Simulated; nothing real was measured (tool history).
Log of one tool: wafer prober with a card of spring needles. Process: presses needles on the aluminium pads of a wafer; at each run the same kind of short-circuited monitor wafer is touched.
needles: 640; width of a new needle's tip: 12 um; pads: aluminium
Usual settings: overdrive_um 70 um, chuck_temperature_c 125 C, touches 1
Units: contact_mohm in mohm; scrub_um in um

{"run": 1, "hour": 0.0, "overdrive_um": 70, "chuck_temperature_c": 125, "touches": 1, "contact_mohm": 273, "scrub_um": 14.86}
{"hour": 4.0, "done": "tips cleaned on abrasive film"}
{"hour": 22.9, "done": "tips cleaned on abrasive film"}
{"hour": 39.1, "done": "tips cleaned on abrasive film"}
{"run": 2, "hour": 39.1, "overdrive_um": 70, "chuck_temperature_c": 125, "touches": 1, "contact_mohm": 234, "scrub_um": 14.83}
{"hour": 54.8, "done": "tips cleaned on abrasive film"}
{"hour": 74.2, "done": "tips cleaned on abrasive film"}
{"hour": 92.7, "done": "tips cleaned on abrasive film"}
{"run": 3, "hour": 98.5, "overdrive_um": 70, "chuck_temperature_c": 125, "touches": 1, "contact_mohm": 255, "scrub_um": 14.8}
{"hour": 110.2, "done": "tips cleaned on abrasive film"}
{"hour": 128.3, "done": "tips cleaned on abrasive film"}
{"run": 4, "hour": 134.0, "overdrive_um": 70, "chuck_temperature_c": 125, "touches": 1, "contact_mohm": 255, "scrub_um": 14.8}
{"hour": 145.8, "done": "tips cleaned on abrasive film"}
{"hour": 153.3, "done": "height of the first contact set anew"}
{"hour": 164.5, "done": "tips cleaned on abrasive film"}
{"hour": 183.3, "done": "tips cleaned on abrasive film"}
{"run": 5, "hour": 191.8, "overdrive_um": 70, "chuck_temperature_c": 125, "touches": 1, "contact_mohm": 266, "scrub_um": 14.9}
{"hour": 199.5, "done": "tips cleaned on abrasive film"}
{"hour": 218.2, "done": "tips cleaned on abrasive film"}
{"run": 6, "hour": 223.0, "overdrive_um": 70, "chuck_temperature_c": 28, "touches": 1, "contact_mohm": 235, "scrub_um": 14.88}
{"hour": 234.0, "done": "tips cleaned on abrasive film"}
{"hour": 252.9, "done": "tips cleaned on abrasive film"}
{"hour": 269.5, "done": "tips cleaned on abrasive film"}
{"run": 7, "hour": 269.5, "overdrive_um": 89, "chuck_temperature_c": 125, "touches": 1, "contact_mohm": 226, "scrub_um": 18.88}
{"hour": 288.3, "done": "tips cleaned on abrasive film"}
{"hour": 306.8, "done": "tips cleaned on abrasive film"}
{"hour": 325.2, "done": "tips cleaned on abrasive film"}
{"run": 8, "hour": 334.8, "overdrive_um": 89, "chuck_temperature_c": 125, "touches": 1, "contact_mohm": 255, "scrub_um": 18.86}
{"hour": 342.7, "done": "tips cleaned on abrasive film"}
{"hour": 360.9, "done": "tips cleaned on abrasive film"}
{"hour": 378.7, "done": "tips cleaned on abrasive film"}
{"run": 9, "hour": 379.4, "overdrive_um": 70, "chuck_temperature_c": 125, "touches": 1, "contact_mohm": 233, "scrub_um": 14.8}

The next listed run, before its measurement:
{"hour": 395.0, "done": "tips cleaned on abrasive film"}
{"hour": 410.7, "done": "height of the first contact set anew"}
{"hour": 413.9, "done": "tips cleaned on abrasive film"}
{"hour": 431.6, "done": "tips cleaned on abrasive film"}
{"run": 10, "hour": 431.6, "overdrive_um": 56, "chuck_temperature_c": 42, "touches": 1, "contact_mohm": "?", "scrub_um": "?"}

Run 10 gave contact_mohm 223 mohm, scrub_um 11.91 um.
Without the tool's hidden state the same run would have given contact_mohm 211 mohm, scrub_um 11.93 um.
